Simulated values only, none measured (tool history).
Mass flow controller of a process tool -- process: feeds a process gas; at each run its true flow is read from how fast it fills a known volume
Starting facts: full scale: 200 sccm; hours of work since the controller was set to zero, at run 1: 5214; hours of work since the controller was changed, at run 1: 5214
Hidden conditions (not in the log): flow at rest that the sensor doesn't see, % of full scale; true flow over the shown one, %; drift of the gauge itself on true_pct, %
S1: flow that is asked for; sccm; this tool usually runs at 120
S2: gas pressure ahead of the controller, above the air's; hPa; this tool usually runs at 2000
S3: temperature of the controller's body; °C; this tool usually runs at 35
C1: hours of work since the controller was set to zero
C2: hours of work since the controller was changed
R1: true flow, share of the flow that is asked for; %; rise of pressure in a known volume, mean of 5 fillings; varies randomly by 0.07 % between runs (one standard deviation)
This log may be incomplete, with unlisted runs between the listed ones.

| run | hour | S1 | S2 | S3 | C1 | C2 | R1 |
|---|---|---|---|---|---|---|---|
| 1 | 0.0 | 120 | 2000 | 35 | 5214 | 5214 | 95.57 |
| 2 | 272.8 | 120 | 2000 | 38 | 5408 | 5408 | 95.51 |
| 3 | 505.8 | 69 | 2000 | 35 | 5574 | 5574 | 93.52 |
| 4 | 701.9 | 69 | 2000 | 35 | 5713 | 5713 | 93.51 |
| 5 | 876.2 | 112 | 2000 | 35 | 5838 | 5838 | 95.12 |
| 6 | 1032.4 | 112 | 2000 | 35 | 5949 | 5949 | 94.99 |
| 7 | 1229.9 | 112 | 2000 | 35 | 6089 | 6089 | 95.03 |
| 8 | 1346.4 | 112 | 2000 | 35 | 6172 | 6172 | 94.87 |
| 9 | 1563.0 | 112 | 2000 | 35 | 6326 | 6326 | 94.76 |
| 10 | 1736.3 | 120 | 2000 | 26 | 6450 | 6450 | 95.33 |
| 11 | 1857.3 | 120 | 2000 | 35 | 6536 | 6536 | 95.07 |
| 12 | 2019.8 | 120 | 2000 | 35 | 6651 | 6651 | 94.86 |
| 13 | 2304.0 | 120 | 2000 | 35 | 6854 | 6854 | 94.88 |
| 14 | 2423.3 | 120 | 2000 | 38 | 6939 | 6939 | 94.63 |
| 15 | 2615.3 | 120 | 2000 | 38 | 7075 | 7075 | 94.49 |
| 16 | 2815.8 | 120 | 2000 | 38 | 7218 | 7218 | 94.49 |
|  | 2832.2 | controller's zero set anew |
| 17 | 2977.9 | 120 | 2000 | 35 | 104 | 7333 | 94.30 |
| 18 | 3160.3 | 120 | 2000 | 35 | 234 | 7463 | 94.16 |
| 19 | 3424.6 | 120 | 2000 | 35 | 422 | 7651 | 93.96 |
|  | 3441.4 | controller's zero set anew, once more |
| 20 | 3663.2 | 120 | 2000 | 35 | 158 | 7820 | 96.49 |
| 21 | 3948.9 | 120 | 2000 | 35 | 361 | 8024 | 96.32 |
| 22 | 4227.2 | 120 | 2000 | 35 | 559 | 8222 | 96.22 |
| 23 | 4422.5 | 120 | 2000 | 39 | 698 | 8361 | 96.07 |
| 24 | 4543.2 | 55 | 2000 | 35 | 784 | 8447 | 94.91 |
| 25 | 4698.1 | 55 | 2000 | 35 | 894 | 8557 | 94.94 |
| 26 | 4949.0 | 55 | 2000 | 35 | 1073 | 8736 | 94.71 |
| 27 | 5122.7 | 32 | 2000 | 28 | 1197 | 8859 | 94.09 |
| 28 | 5262.0 | 32 | 2560 | 27 | 1296 | 8958 | 93.49 |
| 29 | 5445.6 | 44 | 2000 | 33 | 1426 | 9089 | 94.15 |
| 30 | 5725.4 | 44 | 2000 | 33 | 1626 | 9288 | 94.05 |
| 31 | 6009.6 | 120 | 2650 | 35 | 1828 | 9490 | 95.13 |
| 32 | 6140.5 | 120 | 2650 | 35 | 1921 | 9584 | 95.11 |
| 33 | 6340.2 | 120 | 2650 | 35 | 2063 | 9726 | 94.89 |
| 34 | 6489.2 | 27 | 1700 | 39 | 2169 | 9832 | 92.10 |
| 35 | 6636.7 | 135 | 1640 | 26 | 2274 | 9937 | 96.07 |
| 36 | 6881.7 | 135 | 1640 | 26 | 2449 | 10111 | 96.03 |
| 37 | 7120.6 | 135 | 1640 | 26 | 2619 | 10281 | 96.09 |
| 38 | 7284.8 | 135 | 1640 | 26 | 2735 | 10398 | 96.10 |
| 39 | 7454.5 | 74 | 2780 | 21 | 2856 | 10519 | 94.02 |
| 40 | 7735.9 | 37 | 1640 | 35 | 3057 | 10719 | 92.15 |
| 41 | 7899.6 | 57 | 1640 | 35 | 3173 | 10836 | 93.44 |
| 42 | 8135.2 | 20 | 1640 | 28 | 3341 | 11003 | 89.09 |
| 43 | 8421.0 | 20 | 1510 | 40 | 3544 | 11207 | 88.46 |
| 44 | 8644.2 | 20 | 1510 | 40 | 3703 | 11366 | 88.14 |
| 45 | 8814.7 | 169 | 1680 | 40 | 3824 | 11487 | 95.67 |
| 46 | 9020.0 | 59 | 2570 | 25 | 3971 | 11633 | 92.38 |
| 47 | 9265.9 | 59 | 2590 | 21 | 4145 | 11808 | 92.40 |
| 48 | 9386.3 | 59 | 1770 | 21 | 4231 | 11894 | 92.87 |

How the hidden state differs across the entries between the runs, from the last listed run before each to the first after it:
After run 16, before run 17: controller's zero set anew (hour 2832.2)
  flow at rest that the sensor doesn't see, % of full scale: -1.258 -> -1.466; true flow over the shown one, %: -1.93 -> -1.96
  measured minus no-state result, R1: -4.03 -> -4.41 %
After run 19, before run 20: controller's zero set anew, once more (hour 3441.4)
  flow at rest that the sensor doesn't see, % of full scale: -1.517 -> -0.055; true flow over the shown one, %: -2.04 -> -2.08
  measured minus no-state result, R1: -4.57 -> -2.17 %
